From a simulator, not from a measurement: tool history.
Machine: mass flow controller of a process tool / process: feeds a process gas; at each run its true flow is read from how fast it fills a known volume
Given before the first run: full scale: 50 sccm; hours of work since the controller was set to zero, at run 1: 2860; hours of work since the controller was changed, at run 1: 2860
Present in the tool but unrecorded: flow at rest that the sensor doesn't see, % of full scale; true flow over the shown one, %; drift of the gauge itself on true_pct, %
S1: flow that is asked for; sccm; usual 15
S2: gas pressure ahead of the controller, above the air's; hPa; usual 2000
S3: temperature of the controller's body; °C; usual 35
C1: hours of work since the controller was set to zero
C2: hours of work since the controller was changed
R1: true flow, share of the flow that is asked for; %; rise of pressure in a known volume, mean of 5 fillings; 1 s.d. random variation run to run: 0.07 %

| run | hour | S1 | S2 | S3 | C1 | C2 | R1 |
|---|---|---|---|---|---|---|---|
| 1 | 0.0 | 15 | 2000 | 35 | 2860 | 2860 | 99.39 |
| 2 | 257.1 | 15 | 2000 | 35 | 2950 | 2950 | 99.43 |
| 3 | 573.8 | 15 | 2000 | 35 | 3061 | 3061 | 99.33 |
| 4 | 897.7 | 15 | 2000 | 35 | 3175 | 3175 | 99.33 |
| 5 | 1137.0 | 15 | 2000 | 25 | 3259 | 3259 | 99.14 |
| 6 | 1366.3 | 7 | 2000 | 35 | 3339 | 3339 | 99.36 |
| 7 | 1566.6 | 7 | 2000 | 35 | 3409 | 3409 | 99.25 |
| 8 | 1916.0 | 7 | 2000 | 35 | 3532 | 3532 | 99.23 |
| 9 | 2114.3 | 7 | 2000 | 35 | 3601 | 3601 | 99.35 |
| 10 | 2368.4 | 7 | 2000 | 35 | 3690 | 3690 | 99.27 |
| 11 | 2607.7 | 15 | 2000 | 40 | 3774 | 3774 | 99.70 |
| 12 | 2956.4 | 15 | 1610 | 40 | 3896 | 3896 | 100.07 |
| 13 | 3323.4 | 15 | 1610 | 40 | 4025 | 4025 | 100.00 |
| 14 | 3584.6 | 48 | 2290 | 40 | 4116 | 4116 | 100.59 |
| 15 | 3916.8 | 15 | 2320 | 26 | 4233 | 4233 | 99.27 |
| 16 | 4206.6 | 19 | 1590 | 22 | 4334 | 4334 | 99.52 |
| 17 | 4365.1 | 11 | 1590 | 30 | 4390 | 4390 | 99.47 |
| 18 | 4618.2 | 11 | 1590 | 30 | 4478 | 4478 | 99.76 |
|  | 4956.0 | controller's zero set anew |
| 19 | 4956.0 | 11 | 1590 | 30 | 0 | 4596 | 99.64 |
| 20 | 5240.0 | 11 | 1590 | 30 | 100 | 4696 | 99.63 |
| 21 | 5519.4 | 11 | 1590 | 30 | 197 | 4794 | 99.61 |
| 22 | 5802.8 | 15 | 2000 | 22 | 297 | 4893 | 99.35 |

4 ways to go on from here, each from the tool as it stands after run 22. What would each give?
| A | 6141.3 | 15 | 2280 | 37 | 415 | 5012 | ? |
| B | 6141.3 | 15 | 2370 | 23 | 415 | 5012 | ? |
| C | 6141.3 | 38 | 2000 | 35 | 415 | 5012 | ? |
| D | 6141.3 | 33 | 2240 | 34 | 415 | 5012 | ? |

| run | R1 |
|---|---|
| A | 99.96 |
| B | 99.48 |
| C | 100.51 |
| D | 100.28 |
Take away the tool's hidden state, keep each run's random variation, and the runs would have read:
| run | R1 |
|---|---|
| A | 99.44 |
| B | 98.97 |
| C | 99.99 |
| D | 99.76 |

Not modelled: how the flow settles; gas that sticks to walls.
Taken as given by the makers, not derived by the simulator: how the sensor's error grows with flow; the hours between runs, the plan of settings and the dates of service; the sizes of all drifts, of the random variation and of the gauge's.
